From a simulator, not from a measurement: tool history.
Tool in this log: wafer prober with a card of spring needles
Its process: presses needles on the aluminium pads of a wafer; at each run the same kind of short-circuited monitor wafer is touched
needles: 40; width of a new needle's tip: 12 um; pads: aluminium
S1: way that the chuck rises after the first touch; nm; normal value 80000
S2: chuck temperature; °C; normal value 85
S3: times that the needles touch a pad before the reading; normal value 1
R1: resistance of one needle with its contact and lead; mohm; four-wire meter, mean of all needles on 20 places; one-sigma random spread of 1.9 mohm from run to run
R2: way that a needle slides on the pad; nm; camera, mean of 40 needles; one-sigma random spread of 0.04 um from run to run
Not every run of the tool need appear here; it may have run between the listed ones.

{"run": 1, "day": 0.0, "S1": 80000, "S2": 85, "S3": 1, "R1": 203, "R2": 13740}
{"day": 0.912, "done": "tips cleaned on abrasive film"}
{"day": 1.996, "done": "tips cleaned on abrasive film"}
{"day": 2.4, "done": "height of the first contact set anew"}
{"day": 3.079, "done": "tips cleaned on abrasive film"}
{"run": 2, "day": 3.2, "S1": 80000, "S2": 85, "S3": 2, "R1": 204, "R2": 13700}
{"day": 4.129, "done": "tips cleaned on abrasive film"}
{"day": 5.25, "done": "tips cleaned on abrasive film"}
{"run": 3, "day": 5.25, "S1": 80000, "S2": 85, "S3": 2, "R1": 204, "R2": 13740}
{"day": 6.329, "done": "tips cleaned on abrasive film"}
{"run": 4, "day": 6.917, "S1": 80000, "S2": 100, "S3": 1, "R1": 208, "R2": 13770}
{"day": 7.55, "done": "tips cleaned on abrasive film"}
{"day": 8.667, "done": "tips cleaned on abrasive film"}
{"run": 5, "day": 9.321, "S1": 80000, "S2": 85, "S3": 1, "R1": 205, "R2": 13660}
{"day": 9.804, "done": "tips cleaned on abrasive film"}
{"day": 10.962, "done": "tips cleaned on abrasive film"}
{"run": 6, "day": 11.917, "S1": 80000, "S2": 85, "S3": 1, "R1": 201, "R2": 13690}
{"day": 12.179, "done": "tips cleaned on abrasive film"}
{"day": 13.212, "done": "tips cleaned on abrasive film"}
{"run": 7, "day": 13.729, "S1": 70000, "S2": 85, "S3": 1, "R1": 206, "R2": 12010}
{"day": 14.388, "done": "tips cleaned on abrasive film"}
{"day": 15.496, "done": "tips cleaned on abrasive film"}
{"day": 16.729, "done": "tips cleaned on abrasive film"}
{"run": 8, "day": 16.792, "S1": 93000, "S2": 85, "S3": 1, "R1": 201, "R2": 15960}
{"day": 17.804, "done": "tips cleaned on abrasive film"}
{"run": 9, "day": 18.7, "S1": 80000, "S2": 85, "S3": 1, "R1": 202, "R2": 13760}
{"day": 18.954, "done": "tips cleaned on abrasive film"}
{"day": 19.988, "done": "tips cleaned on abrasive film"}
{"run": 10, "day": 20.192, "S1": 80000, "S2": 85, "S3": 1, "R1": 207, "R2": 13700}
{"day": 21.108, "done": "tips cleaned on abrasive film"}
{"day": 22.158, "done": "tips cleaned on abrasive film"}
{"run": 11, "day": 22.158, "S1": 80000, "S2": 85, "S3": 1, "R1": 204, "R2": 13730}
{"day": 23.325, "done": "tips cleaned on abrasive film"}
{"day": 24.438, "done": "tips cleaned on abrasive film"}
{"run": 12, "day": 25.408, "S1": 80000, "S2": 32, "S3": 1, "R1": 192, "R2": 13690}
{"day": 25.658, "done": "tips cleaned on abrasive film"}
{"day": 26.738, "done": "tips cleaned on abrasive film"}
{"run": 13, "day": 27.621, "S1": 80000, "S2": 58, "S3": 1, "R1": 199, "R2": 13710}
{"day": 27.879, "done": "tips cleaned on abrasive film"}
{"day": 29.108, "done": "tips cleaned on abrasive film"}
{"day": 30.196, "done": "tips cleaned on abrasive film"}
{"run": 14, "day": 30.404, "S1": 80000, "S2": 98, "S3": 1, "R1": 204, "R2": 13670}
{"day": 31.238, "done": "tips cleaned on abrasive film"}
{"day": 31.421, "done": "height of the first contact set anew"}
{"run": 15, "day": 31.983, "S1": 80000, "S2": 98, "S3": 1, "R1": 206, "R2": 13700}
{"day": 32.379, "done": "tips cleaned on abrasive film"}
{"run": 16, "day": 33.342, "S1": 89000, "S2": 30, "S3": 3, "R1": 190, "R2": 15320}
{"day": 33.492, "done": "tips cleaned on abrasive film"}
{"day": 34.575, "done": "tips cleaned on abrasive film"}
{"day": 35.762, "done": "tips cleaned on abrasive film"}
{"run": 17, "day": 36.004, "S1": 100000, "S2": 74, "S3": 2, "R1": 198, "R2": 17200}
{"day": 36.979, "done": "tips cleaned on abrasive film"}
{"run": 18, "day": 37.462, "S1": 100000, "S2": 74, "S3": 2, "R1": 201, "R2": 17150}
{"day": 38.108, "done": "tips cleaned on abrasive film"}
{"day": 39.292, "done": "tips cleaned on abrasive film"}
{"run": 19, "day": 39.292, "S1": 100000, "S2": 74, "S3": 2, "R1": 201, "R2": 17070}
{"day": 40.454, "done": "tips cleaned on abrasive film"}
{"day": 41.529, "done": "tips cleaned on abrasive film"}
{"run": 20, "day": 41.621, "S1": 62000, "S2": 74, "S3": 2, "R1": 207, "R2": 10630}
{"day": 42.667, "done": "tips cleaned on abrasive film"}
{"day": 43.867, "done": "tips cleaned on abrasive film"}
{"run": 21, "day": 44.171, "S1": 71000, "S2": 85, "S3": 2, "R1": 207, "R2": 12170}
{"day": 44.908, "done": "tips cleaned on abrasive film"}
{"run": 22, "day": 45.921, "S1": 71000, "S2": 85, "S3": 2, "R1": 205, "R2": 12220}
{"day": 46.154, "done": "tips cleaned on abrasive film"}
{"day": 47.267, "done": "tips cleaned on abrasive film"}
{"day": 48.542, "done": "tips cleaned on abrasive film"}
{"run": 23, "day": 48.996, "S1": 71000, "S2": 85, "S3": 2, "R1": 204, "R2": 12180}
{"day": 49.808, "done": "tips cleaned on abrasive film"}
{"run": 24, "day": 50.538, "S1": 71000, "S2": 85, "S3": 2, "R1": 206, "R2": 12210}
{"day": 50.879, "done": "tips cleaned on abrasive film"}
{"day": 51.95, "done": "tips cleaned on abrasive film"}
{"day": 52.988, "done": "tips cleaned on abrasive film"}
{"run": 25, "day": 52.988, "S1": 71000, "S2": 85, "S3": 2, "R1": 205, "R2": 12170}
{"day": 54.217, "done": "tips cleaned on abrasive film"}
{"run": 26, "day": 54.521, "S1": 71000, "S2": 85, "S3": 2, "R1": 204, "R2": 12160}
{"day": 55.367, "done": "tips cleaned on abrasive film"}
{"day": 56.45, "done": "tips cleaned on abrasive film"}
{"run": 27, "day": 57.192, "S1": 80000, "S2": 85, "S3": 2, "R1": 203, "R2": 13710}
{"day": 57.7, "done": "tips cleaned on abrasive film"}
{"day": 58.983, "done": "tips cleaned on abrasive film"}
{"day": 60.188, "done": "tips cleaned on abrasive film"}
{"day": 60.338, "done": "height of the first contact set anew"}
{"run": 28, "day": 60.338, "S1": 71000, "S2": 43, "S3": 3, "R1": 196, "R2": 12120}
{"day": 61.383, "done": "tips cleaned on abrasive film"}
{"day": 62.446, "done": "tips cleaned on abrasive film"}
{"run": 29, "day": 62.942, "S1": 67000, "S2": 93, "S3": 1, "R1": 210, "R2": 11550}

Below are 5 alternative next runs, each starting from the tool's condition after run 29. Predict each:
{"day": 63.596, "done": "tips cleaned on abrasive film"}
{"day": 64.721, "done": "tips cleaned on abrasive film"}
{"run": "A", "day": 65.108, "S1": 61000, "S2": 36, "S3": 1, "R1": "?", "R2": "?"}
{"day": 63.596, "done": "tips cleaned on abrasive film"}
{"day": 64.721, "done": "tips cleaned on abrasive film"}
{"run": "B", "day": 65.108, "S1": 67000, "S2": 27, "S3": 1, "R1": "?", "R2": "?"}
{"day": 63.596, "done": "tips cleaned on abrasive film"}
{"day": 64.721, "done": "tips cleaned on abrasive film"}
{"run": "C", "day": 65.108, "S1": 97000, "S2": 57, "S3": 2, "R1": "?", "R2": "?"}
{"day": 63.596, "done": "tips cleaned on abrasive film"}
{"day": 64.721, "done": "tips cleaned on abrasive film"}
{"run": "D", "day": 65.108, "S1": 82000, "S2": 34, "S3": 2, "R1": "?", "R2": "?"}
{"day": 63.596, "done": "tips cleaned on abrasive film"}
{"day": 64.721, "done": "tips cleaned on abrasive film"}
{"run": "E", "day": 65.108, "S1": 64000, "S2": 93, "S3": 3, "R1": "?", "R2": "?"}

run=A R1=197 R2=10470
run=B R1=194 R2=11510
run=C R1=198 R2=16650
run=D R1=190 R2=14140
run=E R1=211 R2=11020
Take away the tool's hidden state, keep each run's random variation, and the runs would have read:
run=A R1=196 R2=10470
run=B R1=193 R2=11510
run=C R1=198 R2=16650
run=D R1=190 R2=14140
run=E R1=211 R2=11020
